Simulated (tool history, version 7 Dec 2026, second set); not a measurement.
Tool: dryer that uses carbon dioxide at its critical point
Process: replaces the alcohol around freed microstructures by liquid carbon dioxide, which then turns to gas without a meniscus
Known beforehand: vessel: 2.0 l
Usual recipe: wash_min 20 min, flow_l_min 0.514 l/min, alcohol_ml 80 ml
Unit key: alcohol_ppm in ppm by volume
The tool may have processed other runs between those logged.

run,hour,wash_min,flow_l_min,alcohol_ml,alcohol_ppm
1,0,20,0.514,80,1199
2,11.5,20,0.514,80,1192
3,21.2,20,0.514,80,1218
4,28.7,20,0.514,75,1162
5,39.1,20,0.514,75,1168
6,51.2,20,0.514,80,1254
7,58.3,20,0.514,80,1241
8,69.9,20,0.514,80,1268
9,79.1,20,0.514,80,1301
10,93.2,20,0.514,80,1250
11,107.3,20,0.514,80,1330
12,113.9,20,0.514,80,1315
13,121.8,23,0.533,40,334
14,128.2,20,0.514,22,376
15,137.7,20,0.514,22,391
16,146.3,14,0.825,80,772
17,154.5,21,0.825,80,121
18,161.7,21,0.825,80,132
19,174.3,19,0.514,69,1375
20,185,19,0.514,69,1388

For some of the steps in alcohol_ppm from one run to the next: how much would appear even if the tool had no hidden state, given the settings, what came in and random variation, and how much remains for the hidden state plus any gauge scatter that the measured result and the result without hidden state don't share?
The tool's hidden condition here consists of: flow that reaches the vessel past the clogged filter, %; alcohol in the recycled carbon dioxide, ppm; drift of the gauge itself on alcohol_ppm, %.
Run 12 -> 13: wash_min 20 -> 23, flow_l_min 0.514 -> 0.533, alcohol_ml 80 -> 40. alcohol_ppm -981 ppm by volume: hidden state -161, all else -820.
Run 18 -> 19: wash_min 21 -> 19, flow_l_min 0.825 -> 0.514, alcohol_ml 80 -> 69. alcohol_ppm +1243 ppm by volume: hidden state +237, all else +1006.
